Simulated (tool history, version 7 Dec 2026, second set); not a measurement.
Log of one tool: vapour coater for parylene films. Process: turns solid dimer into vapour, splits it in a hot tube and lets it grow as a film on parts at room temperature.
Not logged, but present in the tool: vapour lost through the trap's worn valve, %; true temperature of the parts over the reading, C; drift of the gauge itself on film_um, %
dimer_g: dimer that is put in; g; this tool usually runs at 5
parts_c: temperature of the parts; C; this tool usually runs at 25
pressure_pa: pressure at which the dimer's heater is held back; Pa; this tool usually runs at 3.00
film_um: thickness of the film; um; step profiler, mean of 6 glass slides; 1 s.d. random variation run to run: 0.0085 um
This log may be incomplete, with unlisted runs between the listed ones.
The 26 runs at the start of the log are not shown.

run,hour,dimer_g,parts_c,pressure_pa,hours of work since the trap's valve was overhauled,hours of work since the table's thermometer was calibrated,film_um
27,572.3,3,20,3.00,517,23,0.472
28,600.4,7,17,2.16,534,39,1.176
29,622.5,6,33,4.30,547,53,0.721
30,635.8,8,30,2.01,555,60,1.071
31,662.1,8,33,4.26,571,76,0.955
# hour 682.4: trap's valve overhauled
32,686.6,8,21,8.09,2,88,1.333
33,702.8,2,26,2.72,12,98,0.334
34,716.1,5,25,3.00,20,106,0.831
35,741.3,2,24,8.49,35,121,0.319
36,761.5,7,35,10.54,47,133,0.882
37,793.3,7,35,10.54,66,152,0.868
38,818.6,2,35,10.54,81,167,0.248
39,847.0,5,36,2.41,98,184,0.686
40,867.2,5,25,4.16,110,196,0.787

Run 41 comes next. What will it give?
41,888.3,8,37,8.34,123,209,?

Logged for run 41: film_um 0.975 um.
Without the tool's hidden state the same run would have given film_um 1.001 um.
